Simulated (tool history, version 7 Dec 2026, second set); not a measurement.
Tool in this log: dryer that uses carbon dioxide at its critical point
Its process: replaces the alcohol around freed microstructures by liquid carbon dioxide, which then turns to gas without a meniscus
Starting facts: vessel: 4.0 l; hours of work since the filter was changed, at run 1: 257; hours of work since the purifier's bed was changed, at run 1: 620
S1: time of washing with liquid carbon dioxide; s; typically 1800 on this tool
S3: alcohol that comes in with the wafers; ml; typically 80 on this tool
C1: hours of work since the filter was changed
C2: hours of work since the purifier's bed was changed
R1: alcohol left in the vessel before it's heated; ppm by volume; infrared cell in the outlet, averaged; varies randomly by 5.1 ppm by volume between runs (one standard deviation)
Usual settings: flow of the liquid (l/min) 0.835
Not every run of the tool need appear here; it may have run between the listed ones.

run 1 hour=0 | S1=1800 flow_of_the_liquid_(l/min)=0.835 S3=80 | C1=257 C2=620 | R1=287
run 2 hour=31.7 | S1=1800 flow_of_the_liquid_(l/min)=0.835 S3=80 | C1=276 C2=639 | R1=292
run 3 hour=48.5 | S1=1800 flow_of_the_liquid_(l/min)=0.835 S3=80 | C1=286 C2=649 | R1=302
-- hour=57.9 inlet filter changed
run 4 hour=64.5 | S1=1800 flow_of_the_liquid_(l/min)=0.835 S3=80 | C1=4 C2=658 | R1=208
run 5 hour=87.7 | S1=1800 flow_of_the_liquid_(l/min)=0.835 S3=22 | C1=18 C2=672 | R1=157
run 6 hour=113.9 | S1=1800 flow_of_the_liquid_(l/min)=0.835 S3=22 | C1=34 C2=688 | R1=157
run 7 hour=142.1 | S1=1800 flow_of_the_liquid_(l/min)=0.835 S3=22 | C1=51 C2=705 | R1=171
run 8 hour=174.7 | S1=1800 flow_of_the_liquid_(l/min)=0.835 S3=22 | C1=71 C2=725 | R1=170
run 9 hour=205.6 | S1=1560 flow_of_the_liquid_(l/min)=0.99 S3=22 | C1=89 C2=743 | R1=172
run 10 hour=227.9 | S1=1800 flow_of_the_liquid_(l/min)=0.98 S3=80 | C1=103 C2=757 | R1=192
run 11 hour=249 | S1=2040 flow_of_the_liquid_(l/min)=1.27 S3=44 | C1=116 C2=770 | R1=164
run 12 hour=271.9 | S1=2040 flow_of_the_liquid_(l/min)=1.27 S3=44 | C1=129 C2=784 | R1=151
run 13 hour=299.5 | S1=1860 flow_of_the_liquid_(l/min)=1.198 S3=80 | C1=146 C2=800 | R1=170
run 14 hour=327.5 | S1=1680 flow_of_the_liquid_(l/min)=0.993 S3=28 | C1=163 C2=817 | R1=190

Forecast each of these 5 alternatives for the next run:
run A hour=344.9 | S1=1800 flow_of_the_liquid_(l/min)=0.715 S3=35 | C1=174 C2=828 | R1=?
run B hour=344.9 | S1=2460 flow_of_the_liquid_(l/min)=0.618 S3=65 | C1=174 C2=828 | R1=?
run C hour=344.9 | S1=2820 flow_of_the_liquid_(l/min)=0.728 S3=21 | C1=174 C2=828 | R1=?
run D hour=344.9 | S1=1560 flow_of_the_liquid_(l/min)=0.572 S3=33 | C1=174 C2=828 | R1=?
run E hour=344.9 | S1=2220 flow_of_the_liquid_(l/min)=0.606 S3=28 | C1=174 C2=828 | R1=?

run=A R1=268
run=B R1=255
run=C R1=180
run=D R1=545
run=E R1=227
Without the tool's unlogged condition, the same runs would have read:
run=A R1=68
run=B R1=51
run=C R1=15
run=D R1=275
run=E R1=37
